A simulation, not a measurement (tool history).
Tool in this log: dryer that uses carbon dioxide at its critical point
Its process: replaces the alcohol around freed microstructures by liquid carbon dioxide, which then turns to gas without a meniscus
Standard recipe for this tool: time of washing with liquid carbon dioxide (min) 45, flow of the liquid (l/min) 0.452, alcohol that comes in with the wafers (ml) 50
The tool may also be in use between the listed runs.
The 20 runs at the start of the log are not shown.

run	hour	time of washing with liquid carbon dioxide (min)	flow of the liquid (l/min)	alcohol that comes in with the wafers (ml)	alcohol left in the vessel before it's heated (ppm by volume)
21	830.6	45	0.57	22	101
22	866.9	64	0.298	97	824
23	894.2	64	0.521	54	78
24	928.7	34	0.452	50	850
25	957.3	34	0.452	50	858
# hour 983.7: purifier's bed changed
26	983.7	34	0.452	50	824
27	1014.9	34	0.452	50	829
28	1071.7	56	0.292	101	1471
29	1105.6	42	0.452	51	473
30	1154.4	31	0.564	110	1315
31	1197.5	31	0.579	110	1217
32	1229.6	45	0.452	106	824
33	1258.9	45	0.452	50	391
34	1291.1	51	0.452	50	266
35	1327	43	0.452	50	474
36	1383.9	43	0.452	50	483

Consider 4 possible next runs. They are alternatives, not a sequence: every one starts from the tool as it was left by run 36. What does each give?
# hour 1404.1: inlet filter changed
A	1413.6	45	0.291	50	?
# hour 1404.1: inlet filter changed
B	1413.6	34	0.452	23	?
# hour 1404.1: inlet filter changed
C	1413.6	61	0.452	50	?
# hour 1404.1: inlet filter changed
D	1413.6	30	0.386	58	?

run	alcohol left in the vessel before it's heated (ppm by volume)
A	1104
B	334
C	92
D	1707
The same runs, with their run-to-run variation unchanged, on a tool lacking any hidden condition would have given:
run	alcohol left in the vessel before it's heated (ppm by volume)
A	1085
B	320
C	80
D	1685

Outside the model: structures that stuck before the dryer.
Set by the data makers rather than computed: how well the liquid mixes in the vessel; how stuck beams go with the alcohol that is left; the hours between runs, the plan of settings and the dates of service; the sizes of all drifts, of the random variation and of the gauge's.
